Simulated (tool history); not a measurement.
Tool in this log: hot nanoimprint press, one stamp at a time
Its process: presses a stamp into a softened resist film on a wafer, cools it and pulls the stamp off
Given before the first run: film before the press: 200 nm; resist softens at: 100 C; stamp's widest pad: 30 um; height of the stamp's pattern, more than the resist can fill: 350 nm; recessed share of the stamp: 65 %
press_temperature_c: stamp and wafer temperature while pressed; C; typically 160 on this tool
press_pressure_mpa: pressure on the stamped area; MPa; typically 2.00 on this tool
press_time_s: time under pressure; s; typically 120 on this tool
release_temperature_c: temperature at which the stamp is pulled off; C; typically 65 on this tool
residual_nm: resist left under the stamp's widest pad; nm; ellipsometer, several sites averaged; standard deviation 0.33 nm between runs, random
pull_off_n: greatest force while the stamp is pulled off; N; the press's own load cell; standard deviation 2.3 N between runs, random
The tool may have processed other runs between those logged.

run	day	press_temperature_c	press_pressure_mpa	press_time_s	release_temperature_c	residual_nm	pull_off_n
1	0.000	160	2.00	120	65	109.9	174
2	3.262	165	2.00	120	65	84.2	178
3	5.358	160	2.00	120	65	108.5	178
4	6.846	172	2.00	120	65	56.9	178
5	10.054	172	2.00	120	65	57.1	182
6	12.279	160	2.00	120	61	107.0	198
7	15.525	160	1.35	120	61	122.5	204
8	18.342	160	1.35	120	61	121.3	199
9	21.612	166	2.00	120	65	76.4	186
10	23.050	166	1.62	120	65	83.1	192
11	25.208	157	2.00	120	65	121.2	195
12	27.100	157	2.00	120	65	121.4	195
13	28.788	157	2.00	120	65	120.4	198
# day 30.025: plate thermocouple calibrated
14	30.367	157	2.00	190	65	99.4	194
15	32.288	157	2.00	190	65	98.6	188
16	35.562	152	2.58	129	61	132.0	213
# day 37.575: plate thermocouple calibrated, once more
17	38.917	160	1.86	141	59	108.2	237
18	41.321	160	2.31	127	52	103.8	275
# day 42.738: stamp cleaned and given a new release coat
19	42.971	171	2.44	97	56	62.0	194
20	44.950	171	2.44	97	56	61.8	193
21	47.217	151	2.00	120	50	161.2	221
22	49.925	168	1.24	95	62	96.0	179
23	52.854	168	2.90	95	61	67.3	192
24	55.496	161	2.90	95	61	97.9	184
25	57.492	169	1.72	95	61	79.1	188
26	59.362	158	1.61	95	54	136.9	216
# day 60.188: press's hydraulic seals changed and the load cell set to zero
27	62.104	161	2.00	174	65	86.8	177
28	64.588	169	2.78	179	53	45.8	227
29	66.129	160	2.82	120	59	91.1	202

What if the next run were any one of these 4? Each begins from the tool's condition after run 29:
A	68.004	151	1.47	209	65	?	?
B	68.004	160	1.85	120	63	?	?
C	68.004	167	2.82	144	59	?	?
D	68.004	155	2.03	91	65	?	?

run	residual_nm	pull_off_n
A	147.8	180
B	107.2	190
C	56.2	207
D	142.3	181
With no hidden state in the tool, these same runs would have given:
run	residual_nm	pull_off_n
A	155.0	163
B	114.3	172
C	60.3	188
D	149.2	164

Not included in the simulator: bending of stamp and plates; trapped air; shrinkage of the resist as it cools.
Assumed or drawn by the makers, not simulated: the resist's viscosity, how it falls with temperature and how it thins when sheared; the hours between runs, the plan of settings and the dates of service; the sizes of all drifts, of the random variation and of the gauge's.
